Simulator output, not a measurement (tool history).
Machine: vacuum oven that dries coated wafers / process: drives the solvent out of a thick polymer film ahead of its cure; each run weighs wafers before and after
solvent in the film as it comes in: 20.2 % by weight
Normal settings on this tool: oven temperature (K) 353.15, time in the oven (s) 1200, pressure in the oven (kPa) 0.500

run 1 day=0.000 | oven_temperature_(K)=353.15 time_in_the_oven_(s)=1200 pressure_in_the_oven_(kPa)=0.500 | solvent_left_in_the_film_(%)=0.96
run 2 day=1.767 | oven_temperature_(K)=353.15 time_in_the_oven_(s)=1200 pressure_in_the_oven_(kPa)=0.500 | solvent_left_in_the_film_(%)=0.95
run 3 day=3.096 | oven_temperature_(K)=353.15 time_in_the_oven_(s)=1200 pressure_in_the_oven_(kPa)=0.500 | solvent_left_in_the_film_(%)=0.91
run 4 day=4.833 | oven_temperature_(K)=353.15 time_in_the_oven_(s)=1200 pressure_in_the_oven_(kPa)=0.500 | solvent_left_in_the_film_(%)=0.94
run 5 day=6.196 | oven_temperature_(K)=353.15 time_in_the_oven_(s)=1200 pressure_in_the_oven_(kPa)=0.500 | solvent_left_in_the_film_(%)=0.97
run 6 day=7.400 | oven_temperature_(K)=348.15 time_in_the_oven_(s)=660 pressure_in_the_oven_(kPa)=0.500 | solvent_left_in_the_film_(%)=4.46
run 7 day=8.838 | oven_temperature_(K)=346.15 time_in_the_oven_(s)=840 pressure_in_the_oven_(kPa)=0.500 | solvent_left_in_the_film_(%)=3.90
run 8 day=10.721 | oven_temperature_(K)=347.15 time_in_the_oven_(s)=840 pressure_in_the_oven_(kPa)=1.730 | solvent_left_in_the_film_(%)=4.65
run 9 day=12.550 | oven_temperature_(K)=359.15 time_in_the_oven_(s)=1380 pressure_in_the_oven_(kPa)=1.730 | solvent_left_in_the_film_(%)=1.17
run 10 day=14.175 | oven_temperature_(K)=355.15 time_in_the_oven_(s)=960 pressure_in_the_oven_(kPa)=1.730 | solvent_left_in_the_film_(%)=2.00

Alternative continuations, all from the tool just after run 10; predict every row:
run A day=15.962 | oven_temperature_(K)=359.15 time_in_the_oven_(s)=1980 pressure_in_the_oven_(kPa)=0.359 | solvent_left_in_the_film_(%)=?
run B day=15.962 | oven_temperature_(K)=365.15 time_in_the_oven_(s)=1380 pressure_in_the_oven_(kPa)=0.918 | solvent_left_in_the_film_(%)=?
run C day=15.962 | oven_temperature_(K)=353.15 time_in_the_oven_(s)=1200 pressure_in_the_oven_(kPa)=1.430 | solvent_left_in_the_film_(%)=?

run=A solvent_left_in_the_film_(%)=0.27
run=B solvent_left_in_the_film_(%)=0.49
run=C solvent_left_in_the_film_(%)=1.63
Stripped of hidden state, with their random variation kept, the same runs would have yielded:
run=A solvent_left_in_the_film_(%)=0.27
run=B solvent_left_in_the_film_(%)=0.49
run=C solvent_left_in_the_film_(%)=1.63
